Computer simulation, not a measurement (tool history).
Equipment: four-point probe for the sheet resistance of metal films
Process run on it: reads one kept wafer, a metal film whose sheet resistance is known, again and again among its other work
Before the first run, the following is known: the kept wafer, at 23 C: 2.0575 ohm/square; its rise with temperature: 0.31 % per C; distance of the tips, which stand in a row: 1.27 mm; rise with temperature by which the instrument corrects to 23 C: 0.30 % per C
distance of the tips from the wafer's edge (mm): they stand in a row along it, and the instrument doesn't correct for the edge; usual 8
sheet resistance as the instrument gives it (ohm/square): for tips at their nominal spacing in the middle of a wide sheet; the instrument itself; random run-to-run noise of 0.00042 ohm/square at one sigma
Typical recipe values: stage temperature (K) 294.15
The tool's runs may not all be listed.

run,day,stage temperature (K),distance of the tips from the wafer's edge (mm),sheet resistance as the instrument gives it (ohm/square)
1,0.000,294.15,8,2.078620
2,2.162,305.15,8,2.079936
3,3.267,305.15,8,2.079961
4,5.567,292.15,8,2.078414
5,7.017,294.15,44,2.051313
6,8.196,294.15,44,2.051295
7,9.567,294.15,44,2.050902
8,11.712,294.15,44,2.050357
9,13.971,294.15,44,2.051086
10,16.404,294.15,6,2.098516
11,18.038,296.15,11,2.065701
12,19.717,300.15,6,2.099286
13,20.883,300.15,38,2.051688
14,22.212,296.15,13,2.058632

Not shown here: 2 entries made in the log between runs. Locate each between two listed runs and compare the hidden state at the listed run before it with the hidden state at the listed run after it:
Logged between run 8 and run 9: stage's thermometer calibrated (day 11.921)
  inner tips' distance over the nominal, %: -0.36 -> -0.374; wafer's true temperature over the reading, C: 0.15 -> 0.23
  measured value less the no-hidden-state value, sheet resistance as the instrument gives it (ohm/square): -0.007077 -> -0.006822
Logged between run 13 and run 14: stage's thermometer calibrated, once more (day 22.212)
  inner tips' distance over the nominal, %: -0.415 -> -0.423; wafer's true temperature over the reading, C: 0.27 -> 0.03
  measured value less the no-hidden-state value, sheet resistance as the instrument gives it (ohm/square): -0.007501 -> -0.009265
